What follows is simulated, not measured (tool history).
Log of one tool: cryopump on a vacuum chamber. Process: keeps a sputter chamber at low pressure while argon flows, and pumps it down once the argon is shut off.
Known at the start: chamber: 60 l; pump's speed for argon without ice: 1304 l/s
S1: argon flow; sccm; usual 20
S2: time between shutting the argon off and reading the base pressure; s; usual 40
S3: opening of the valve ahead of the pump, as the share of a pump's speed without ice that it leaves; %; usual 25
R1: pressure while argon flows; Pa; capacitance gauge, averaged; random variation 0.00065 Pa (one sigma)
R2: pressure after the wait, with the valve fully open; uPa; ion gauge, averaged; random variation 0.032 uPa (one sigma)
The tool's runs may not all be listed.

run 1 day=0 | S1=20 S2=40 S3=25 | R1=0.1089 R2=3.1
run 2 day=0.479 | S1=20 S2=40 S3=25 | R1=0.1085 R2=3.13
run 3 day=0.804 | S1=20 S2=40 S3=25 | R1=0.1088 R2=3.24
run 4 day=1.25 | S1=20 S2=40 S3=25 | R1=0.1095 R2=3.26
run 5 day=1.596 | S1=20 S2=40 S3=25 | R1=0.1094 R2=3.19
run 6 day=2 | S1=20 S2=40 S3=25 | R1=0.1082 R2=3.25
run 7 day=2.546 | S1=20 S2=40 S3=25 | R1=0.109 R2=3.21
run 8 day=3.092 | S1=20 S2=40 S3=25 | R1=0.1098 R2=3.17
run 9 day=3.875 | S1=20 S2=40 S3=25 | R1=0.1092 R2=3.22
run 10 day=4.6 | S1=20 S2=40 S3=25 | R1=0.1102 R2=3.23
run 11 day=4.929 | S1=20 S2=40 S3=25 | R1=0.1092 R2=3.29
run 12 day=5.575 | S1=20 S2=40 S3=25 | R1=0.1093 R2=3.3
run 13 day=6.179 | S1=10 S2=30 S3=60 | R1=0.0245 R2=3.74
run 14 day=6.938 | S1=11 S2=95 S3=28 | R1=0.054 R2=2.46
run 15 day=7.608 | S1=11 S2=95 S3=28 | R1=0.0548 R2=2.46
run 16 day=8.083 | S1=11 S2=95 S3=28 | R1=0.0552 R2=2.5
run 17 day=8.567 | S1=11 S2=95 S3=28 | R1=0.0542 R2=2.46
run 18 day=9.242 | S1=11 S2=95 S3=28 | R1=0.0555 R2=2.51
run 19 day=9.575 | S1=32 S2=74 S3=26 | R1=0.1691 R2=2.68
run 20 day=10.279 | S1=32 S2=74 S3=26 | R1=0.1713 R2=2.68
run 21 day=10.908 | S1=8 S2=67 S3=34 | R1=0.0334 R2=2.87

4 ways to go on from here, each from the tool as it stands after run 21. What would each give?
run A day=11.371 | S1=11 S2=63 S3=17 | R1=? R2=?
run B day=11.371 | S1=20 S2=174 S3=25 | R1=? R2=?
run C day=11.371 | S1=18 S2=67 S3=28 | R1=? R2=?
run D day=11.371 | S1=20 S2=40 S3=18 | R1=? R2=?

run=A R1=0.0884 R2=2.92
run=B R1=0.1118 R2=2.33
run=C R1=0.0903 R2=2.89
run=D R1=0.1526 R2=3.43
Without the tool's hidden state the same runs would have given:
run=A R1=0.0841 R2=1.13
run=B R1=0.104 R2=0.53
run=C R1=0.0833 R2=1.09
run=D R1=0.1449 R2=1.65

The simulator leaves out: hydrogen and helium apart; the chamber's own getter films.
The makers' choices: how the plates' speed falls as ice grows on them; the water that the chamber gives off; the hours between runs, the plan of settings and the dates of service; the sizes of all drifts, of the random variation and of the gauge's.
